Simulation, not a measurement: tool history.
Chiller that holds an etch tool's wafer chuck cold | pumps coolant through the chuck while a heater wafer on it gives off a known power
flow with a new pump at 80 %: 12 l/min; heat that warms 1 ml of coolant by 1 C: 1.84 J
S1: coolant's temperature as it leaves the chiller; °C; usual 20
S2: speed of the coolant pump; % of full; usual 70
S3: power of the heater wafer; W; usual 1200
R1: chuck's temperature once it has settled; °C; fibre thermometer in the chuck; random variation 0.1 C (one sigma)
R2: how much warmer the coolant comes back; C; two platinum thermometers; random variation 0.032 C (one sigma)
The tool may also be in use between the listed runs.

run 1 hour=0.0 | S1=20 S2=70 S3=1200 | R1=29.5 R2=3.93
run 2 hour=93.3 | S1=10 S2=70 S3=1200 | R1=19.5 R2=3.92
run 3 hour=207.4 | S1=10 S2=70 S3=1200 | R1=19.5 R2=3.94
-- hour=357.7 chiller's thermometer calibrated
run 4 hour=357.7 | S1=10 S2=70 S3=1200 | R1=19.3 R2=3.91
run 5 hour=512.9 | S1=10 S2=70 S3=1200 | R1=19.5 R2=3.91
run 6 hour=672.9 | S1=10 S2=70 S3=1200 | R1=19.5 R2=3.92
run 7 hour=779.1 | S1=10 S2=70 S3=1200 | R1=19.5 R2=3.93
run 8 hour=994.4 | S1=20 S2=70 S3=638 | R1=25.2 R2=2.09
run 9 hour=1172.5 | S1=20 S2=70 S3=638 | R1=25.1 R2=2.06
run 10 hour=1380.9 | S1=20 S2=70 S3=638 | R1=25.0 R2=2.10
run 11 hour=1524.1 | S1=20 S2=94 S3=638 | R1=24.3 R2=1.58
run 12 hour=1681.9 | S1=20 S2=94 S3=638 | R1=24.2 R2=1.54
run 13 hour=1890.1 | S1=28 S2=70 S3=1200 | R1=37.7 R2=3.93
run 14 hour=1986.3 | S1=20 S2=75 S3=1200 | R1=29.4 R2=3.64
run 15 hour=2117.8 | S1=20 S2=75 S3=1200 | R1=29.5 R2=3.76
run 16 hour=2272.5 | S1=15 S2=75 S3=1200 | R1=24.2 R2=3.69
run 17 hour=2427.4 | S1=22 S2=74 S3=602 | R1=26.9 R2=1.88
-- hour=2546.5 chiller's thermometer calibrated
run 18 hour=2618.5 | S1=14 S2=87 S3=824 | R1=20.1 R2=2.16
run 19 hour=2770.4 | S1=14 S2=87 S3=824 | R1=19.9 R2=2.16
run 20 hour=2977.9 | S1=15 S2=67 S3=1200 | R1=25.1 R2=4.28
run 21 hour=3067.5 | S1=24 S2=68 S3=1200 | R1=34.1 R2=4.12
run 22 hour=3258.1 | S1=24 S2=68 S3=1200 | R1=34.2 R2=4.13
run 23 hour=3450.1 | S1=19 S2=93 S3=797 | R1=24.6 R2=1.99
run 24 hour=3564.1 | S1=16 S2=62 S3=797 | R1=23.3 R2=3.02
run 25 hour=3774.1 | S1=16 S2=62 S3=1445 | R1=29.2 R2=5.54
run 26 hour=3972.5 | S1=16 S2=83 S3=828 | R1=22.3 R2=2.32
run 27 hour=4134.2 | S1=16 S2=62 S3=944 | R1=24.8 R2=3.54
run 28 hour=4347.8 | S1=16 S2=76 S3=799 | R1=22.6 R2=2.45
run 29 hour=4521.7 | S1=15 S2=76 S3=799 | R1=21.4 R2=2.48

Forecast each of these 5 alternatives for the next run:
-- hour=4730.9 chiller's thermometer calibrated
run A hour=4743.4 | S1=20 S2=64 S3=1248 | R1=? R2=?
-- hour=4730.9 chiller's thermometer calibrated
run B hour=4743.4 | S1=12 S2=92 S3=1653 | R1=? R2=?
-- hour=4730.9 chiller's thermometer calibrated
run C hour=4743.4 | S1=10 S2=65 S3=766 | R1=? R2=?
-- hour=4730.9 chiller's thermometer calibrated
run D hour=4743.4 | S1=20 S2=70 S3=1412 | R1=? R2=?
-- hour=4730.9 chiller's thermometer calibrated
run E hour=4743.4 | S1=20 S2=70 S3=1200 | R1=? R2=?

run=A R1=31.3 R2=4.63
run=B R1=23.7 R2=4.23
run=C R1=16.9 R2=2.85
run=D R1=31.7 R2=4.82
run=E R1=30.0 R2=4.06
Without the tool's hidden state the same runs would have given:
run=A R1=29.9 R2=4.29
run=B R1=22.3 R2=3.92
run=C R1=16.0 R2=2.64
run=D R1=30.3 R2=4.46
run=E R1=28.7 R2=3.76
